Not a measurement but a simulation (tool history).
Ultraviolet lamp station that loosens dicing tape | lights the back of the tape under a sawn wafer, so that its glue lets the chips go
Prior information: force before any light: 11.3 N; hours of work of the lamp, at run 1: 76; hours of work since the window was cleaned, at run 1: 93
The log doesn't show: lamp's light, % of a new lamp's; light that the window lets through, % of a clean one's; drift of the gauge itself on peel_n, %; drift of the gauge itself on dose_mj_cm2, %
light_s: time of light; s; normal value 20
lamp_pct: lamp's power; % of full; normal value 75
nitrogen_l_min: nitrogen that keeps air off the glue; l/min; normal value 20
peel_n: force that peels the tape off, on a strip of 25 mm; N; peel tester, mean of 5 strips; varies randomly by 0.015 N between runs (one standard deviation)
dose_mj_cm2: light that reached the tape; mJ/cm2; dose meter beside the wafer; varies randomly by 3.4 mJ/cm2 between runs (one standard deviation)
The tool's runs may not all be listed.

run	hour	light_s	lamp_pct	nitrogen_l_min	hours of work of the lamp	hours of work since the window was cleaned	peel_n	dose_mj_cm2
1	0.0	20	75	20	76	93	0.751	539
2	8.3	20	75	20	81	98	0.763	536
3	17.0	20	75	20	87	104	0.762	536
4	24.3	20	90	20	91	108	0.513	643
5	31.5	20	90	20	96	113	0.540	646
6	39.6	20	90	20	101	118	0.518	638
7	48.6	20	90	20	107	124	0.539	634
8	57.9	20	75	20	113	130	0.785	534
9	66.1	13	75	20	118	135	1.797	344
10	72.1	13	75	20	122	139	1.833	346
11	80.2	13	75	20	127	144	1.864	347
12	87.6	13	75	20	132	149	1.836	347
13	94.2	22	75	20	136	153	0.639	582
14	100.6	22	88	20	140	157	0.462	678
# hour 101.7: window cleaned of glue's vapour
15	108.4	20	75	20	145	4	0.861	518
16	113.8	20	75	20	148	8	0.831	522
# hour 121.3: window cleaned of glue's vapour, once more
17	121.6	20	75	20	153	0	0.754	546
18	125.7	15	75	20	155	3	1.372	412
19	131.8	20	75	29	159	7	0.569	547
20	140.5	20	75	29	165	12	0.592	542
21	145.0	20	75	20	168	15	0.764	541
22	149.7	11	93	9	171	18	2.798	366
23	157.3	20	83	20	176	23	0.603	595
24	161.9	20	75	20	179	26	0.763	538
25	171.5	20	75	20	185	32	0.778	538
26	180.9	20	75	20	191	38	0.773	535
27	187.0	20	75	20	195	42	0.772	540
28	192.3	18	93	11	198	45	1.034	599
29	198.8	18	93	11	202	49	1.037	596
30	206.6	24	86	24	207	54	0.366	737
31	211.4	18	97	25	210	57	0.486	616
32	219.2	18	97	25	215	62	0.473	618
33	228.6	18	97	25	221	68	0.484	612
34	238.0	18	97	25	227	74	0.481	616
35	243.9	16	62	6	231	78	3.627	348
36	251.8	36	82	36	236	83	0.219	1036
37	257.7	36	82	36	240	87	0.217	1044
38	265.1	18	81	10	244	92	1.509	511
39	269.8	23	75	14	247	95	0.790	604
40	279.2	20	63	12	253	101	1.730	443
41	283.3	20	99	7	256	103	1.125	687

Predict each of these 5 candidate next runs independently; none follows another, all start after run 41:
A	292.7	20	85	20	262	109	?	?
B	292.7	20	75	14	262	109	?	?
C	292.7	26	99	7	262	109	?	?
D	292.7	31	81	7	262	109	?	?
E	292.7	29	61	7	262	109	?	?

run	peel_n	dose_mj_cm2
A	0.634	593
B	1.085	520
C	0.652	894
D	0.713	863
E	1.356	610
Take away the tool's hidden state, keep each run's random variation, and the runs would have read:
run	peel_n	dose_mj_cm2
A	0.540	638
B	0.930	560
C	0.555	963
D	0.608	929
E	1.174	657

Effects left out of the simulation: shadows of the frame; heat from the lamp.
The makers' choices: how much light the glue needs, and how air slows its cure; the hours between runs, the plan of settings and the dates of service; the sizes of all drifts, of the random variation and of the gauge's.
